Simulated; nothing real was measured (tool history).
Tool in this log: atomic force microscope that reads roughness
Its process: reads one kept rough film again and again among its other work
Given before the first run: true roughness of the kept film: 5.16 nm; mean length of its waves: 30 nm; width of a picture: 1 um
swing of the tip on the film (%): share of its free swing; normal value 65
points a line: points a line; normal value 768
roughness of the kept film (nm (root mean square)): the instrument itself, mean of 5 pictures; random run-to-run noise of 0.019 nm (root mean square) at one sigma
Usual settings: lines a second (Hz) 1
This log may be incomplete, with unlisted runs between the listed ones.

run      day  lines a second (Hz)  swing of the tip on the film (%)  points a line  roughness of the kept film (nm (root mean square))
  1        0                    1                                65            768                                               4.058
  2    2.012                    1                                65            768                                               3.722
       3.112  -- new tip fitted
  3    4.629                    1                                65            768                                               4.296
  4    6.388                    1                                65            768                                               4.052
  5     7.85                    1                                65            723                                               3.849
  6    9.212                    1                                65            768                                                 3.6
       9.625  -- new tip fitted
  7   11.479                    1                                65            768                                               4.277
  8   13.883                    1                                65            768                                                3.93
  9   15.308                 1.09                                65            768                                               3.697
      16.167  -- new tip fitted
 10   16.662                    1                                65            364                                               4.504
 11   19.412                    1                                65            768                                               4.077
 12   21.767                    1                                65            768                                               3.735
      22.746  -- new tip fitted
 13   23.508                    1                                65            768                                               4.414
 14   25.196                    1                                65            768                                               4.196
 15   26.612                    1                                65            768                                               3.983
 16   28.858                    1                                65            998                                               3.683
      29.292  -- new tip fitted
 17   31.438                    1                                65            998                                               4.225
 18   34.008                    1                                65            998                                               3.826
 19   35.479                    1                                65            338                                               3.593
      35.871  -- new tip fitted
 20   38.421                    1                                65            338                                               4.134
 21   40.567                    1                                65            338                                               3.799
      42.375  -- new tip fitted
 22   43.383                    1                                65            338                                               4.396
 23   45.117                    1                                65            768                                                 4.1
 24   47.671                 1.61                                65            495                                               3.714
      49.138  -- new tip fitted
 25   50.888                 1.61                                65            495                                               4.214
 26   53.879                 2.66                                79            844                                               3.558
      55.771  -- new tip fitted
 27   55.979                 2.66                                84            328                                               4.142
 28   57.821                 2.66                                84            328                                               3.802
 29   60.471                 1.66                                57            448                                               3.785
      62.267  -- new tip fitted
 30   62.275                 3.45                                82            768                                               4.167
 31   64.242                    1                                72            705                                               4.208
 32   66.842                 0.86                                78            261                                                3.74
      68.933  -- new tip fitted
 33   70.046                 0.86                                74            261                                               4.282
      71.412  -- height scale calibrated on a step standard
 34     72.2                 1.25                                65            768                                               3.961
 35   75.421                 1.25                                68            972                                               3.488
      75.721  -- new tip fitted
 36   78.638                 1.25                                68            972                                               4.099
 37   81.454                  0.5                                65            268                                               3.647
      82.362  -- new tip fitted
 38   83.704                  0.5                                65            268                                               4.278
 39   86.329                    1                                90            697                                               3.741
      89.112  -- new tip fitted
 40   89.621                    1                                90            555                                               4.234
 41   92.846                    1                                90            555                                                3.76
 42     94.7                    1                                90            555                                               3.508
      95.792  -- new tip fitted
 43   97.333                    1                                76            555                                               4.218
 44   99.579                    1                                76            302                                               3.821
 45  101.421                 0.86                                67            546                                               3.707
     102.417  -- new tip fitted
 46  103.183                 0.86                                67            546                                               4.418

The same runs without the tool's hidden state, with the same run-to-run variation:
Hidden state present: radius of the tip, nm; height scale over the true one, %; drift of the gauge itself on roughness_nm, %.
run  roughness of the kept film (nm (root mean square))
  1                                               4.581
  2                                               4.543
  3                                               4.536
  4                                               4.584
  5                                               4.589
  6                                               4.516
  7                                                4.57
  8                                               4.593
  9                                               4.548
 10                                               4.541
 11                                               4.575
 12                                                4.55
 13                                               4.524
 14                                               4.572
 15                                               4.573
 16                                                4.56
 17                                               4.558
 18                                               4.557
 19                                               4.518
 20                                               4.543
 21                                               4.523
 22                                               4.546
 23                                               4.542
 24                                               4.522
 25                                               4.495
 26                                               4.247
 27                                               4.148
 28                                               4.125
 29                                               4.543
 30                                               4.109
 31                                               4.523
 32                                               4.431
 33                                               4.466
 34                                               4.528
 35                                               4.507
 36                                               4.571
 37                                               4.501
 38                                               4.552
 39                                               4.402
 40                                                4.36
 41                                               4.394
 42                                               4.378
 43                                               4.503
 44                                               4.443
 45                                               4.596
 46                                                4.55
